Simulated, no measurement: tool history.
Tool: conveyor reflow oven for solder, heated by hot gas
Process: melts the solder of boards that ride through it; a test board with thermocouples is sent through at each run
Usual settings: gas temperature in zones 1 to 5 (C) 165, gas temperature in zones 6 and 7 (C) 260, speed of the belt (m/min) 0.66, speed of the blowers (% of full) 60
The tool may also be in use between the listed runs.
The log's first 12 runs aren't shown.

run,hour,gas temperature in zones 1 to 5 (C),gas temperature in zones 6 and 7 (C),speed of the belt (m/min),speed of the blowers (% of full),hours of work since the flux was cleaned out,hours of work since the belt drive was overhauled,hours of work since the thermocouples were changed,highest temperature of the board (C),time above the solder's melting point (s)
13,105.8,165,260,0.66,55,284,247,540,233.3,26.9
14,115.2,165,260,0.729,60,290,253,546,230.9,21.4
# hour 122.8: flux residue cleaned out of gas plates and filters
15,125.3,165,260,0.729,60,1,256,549,231.3,21.1
16,134.3,165,260,0.674,65,7,261,554,237.2,31
17,145.2,169,263,0.66,60,13,267,560,238.4,33.2
18,154,169,263,0.66,60,18,272,566,238.4,33.9
19,159.8,158,249,0.66,60,21,276,569,225,14.8
20,166.5,170,261,0.66,61,25,279,573,237.2,32.7
21,171.3,163,260,0.657,60,28,282,575,234.7,28.8
22,178.4,163,260,0.657,60,32,286,580,235.1,28.6
23,189.6,170,260,0.657,60,39,293,586,236.6,33.1
24,195.9,159,265,0.66,84,42,296,590,246.6,40.4
25,205.2,152,249,0.66,71,48,302,595,228.4,18.9
26,216.4,165,262,0.756,60,54,308,602,231.1,20.3
27,225.1,153,257,0.742,77,59,313,607,232,21
28,230.7,157,260,0.644,74,62,317,610,239.7,32.8
29,238.2,157,260,0.644,74,67,321,614,239.6,32.7
30,244.2,157,260,0.634,74,70,325,618,239.9,34.7

Forecast each of these 5 alternatives for the next run:
A,249,180,258,0.66,57,73,327,621,?,?
B,249,160,260,0.66,60,73,327,621,?,?
C,249,177,260,0.71,52,73,327,621,?,?
D,249,172,266,0.74,74,73,327,621,?,?
E,249,157,260,0.763,74,73,327,621,?,?

run,highest temperature of the board (C),time above the solder's melting point (s)
A,236.1,33.7
B,233.8,27.2
C,231.7,23.6
D,242.6,34.6
E,232.8,21.2
Without the tool's hidden state the same runs would have given:
run,highest temperature of the board (C),time above the solder's melting point (s)
A,236.1,33.7
B,233.8,27.2
C,231.7,23.6
D,242.6,34.6
E,232.8,21.2

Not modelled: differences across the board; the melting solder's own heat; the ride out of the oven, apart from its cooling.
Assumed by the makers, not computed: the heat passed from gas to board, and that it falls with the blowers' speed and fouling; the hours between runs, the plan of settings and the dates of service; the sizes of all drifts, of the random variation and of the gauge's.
